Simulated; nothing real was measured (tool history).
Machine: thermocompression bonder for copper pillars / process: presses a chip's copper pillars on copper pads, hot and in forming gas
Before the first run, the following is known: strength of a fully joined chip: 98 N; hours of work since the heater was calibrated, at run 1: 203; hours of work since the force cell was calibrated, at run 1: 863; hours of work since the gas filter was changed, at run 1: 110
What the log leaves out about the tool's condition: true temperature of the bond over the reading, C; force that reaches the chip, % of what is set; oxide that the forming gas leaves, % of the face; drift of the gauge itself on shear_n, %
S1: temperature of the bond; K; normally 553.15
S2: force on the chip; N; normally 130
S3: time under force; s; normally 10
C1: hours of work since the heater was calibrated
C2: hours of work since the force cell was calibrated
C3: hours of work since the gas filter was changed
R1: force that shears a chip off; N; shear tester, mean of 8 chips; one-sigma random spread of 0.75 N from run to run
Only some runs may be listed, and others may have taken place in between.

{"run": 1, "hour": 0.0, "S1": 553.15, "S2": 130, "S3": 10, "C1": 203, "C2": 863, "C3": 110, "R1": 69.1}
{"run": 2, "hour": 14.9, "S1": 553.15, "S2": 130, "S3": 10, "C1": 209, "C2": 870, "C3": 116, "R1": 67.6}
{"hour": 22.1, "done": "force cell calibrated"}
{"run": 3, "hour": 30.6, "S1": 553.15, "S2": 130, "S3": 10, "C1": 216, "C2": 4, "C3": 123, "R1": 66.1}
{"run": 4, "hour": 42.6, "S1": 553.15, "S2": 130, "S3": 10, "C1": 222, "C2": 10, "C3": 129, "R1": 66.6}
{"run": 5, "hour": 58.5, "S1": 553.15, "S2": 130, "S3": 10, "C1": 229, "C2": 17, "C3": 136, "R1": 66.1}
{"run": 6, "hour": 78.1, "S1": 553.15, "S2": 130, "S3": 10, "C1": 238, "C2": 26, "C3": 145, "R1": 66.3}
{"run": 7, "hour": 89.9, "S1": 553.15, "S2": 130, "S3": 10, "C1": 244, "C2": 31, "C3": 151, "R1": 67.4}
{"run": 8, "hour": 100.1, "S1": 553.15, "S2": 130, "S3": 10, "C1": 248, "C2": 36, "C3": 155, "R1": 65.3}
{"hour": 103.7, "done": "heater calibrated with a thermocouple chip"}
{"run": 9, "hour": 114.0, "S1": 553.15, "S2": 130, "S3": 10, "C1": 5, "C2": 42, "C3": 161, "R1": 65}
{"run": 10, "hour": 123.6, "S1": 553.15, "S2": 134, "S3": 28, "C1": 9, "C2": 46, "C3": 165, "R1": 81.4}
{"run": 11, "hour": 142.5, "S1": 564.15, "S2": 108, "S3": 10, "C1": 18, "C2": 55, "C3": 174, "R1": 68.8}
{"run": 12, "hour": 153.3, "S1": 542.15, "S2": 152, "S3": 10, "C1": 23, "C2": 60, "C3": 179, "R1": 59.6}
{"run": 13, "hour": 169.4, "S1": 562.15, "S2": 82, "S3": 8, "C1": 30, "C2": 67, "C3": 186, "R1": 57.6}
{"hour": 172.5, "done": "heater calibrated with a thermocouple chip, once more"}
{"run": 14, "hour": 190.2, "S1": 544.15, "S2": 193, "S3": 8, "C1": 8, "C2": 76, "C3": 195, "R1": 63.8}
{"run": 15, "hour": 206.7, "S1": 544.15, "S2": 193, "S3": 13, "C1": 16, "C2": 84, "C3": 203, "R1": 72.3}
{"run": 16, "hour": 218.8, "S1": 544.15, "S2": 193, "S3": 13, "C1": 21, "C2": 89, "C3": 208, "R1": 72.1}
{"run": 17, "hour": 228.4, "S1": 546.15, "S2": 111, "S3": 10, "C1": 26, "C2": 94, "C3": 213, "R1": 57.4}

3 ways to go on from here, each from the tool as it stands after run 17. What would each give?
{"run": "A", "hour": 241.7, "S1": 544.15, "S2": 131, "S3": 5, "C1": 32, "C2": 100, "C3": 219, "R1": "?"}
{"run": "B", "hour": 241.7, "S1": 550.15, "S2": 153, "S3": 17, "C1": 32, "C2": 100, "C3": 219, "R1": "?"}
{"run": "C", "hour": 241.7, "S1": 567.15, "S2": 174, "S3": 8, "C1": 32, "C2": 100, "C3": 219, "R1": "?"}

run=A R1=47.8
run=B R1=74.7
run=C R1=76.7
Without the tool's unlogged condition, the same runs would have read:
run=A R1=52.5
run=B R1=82.5
run=C R1=84.8
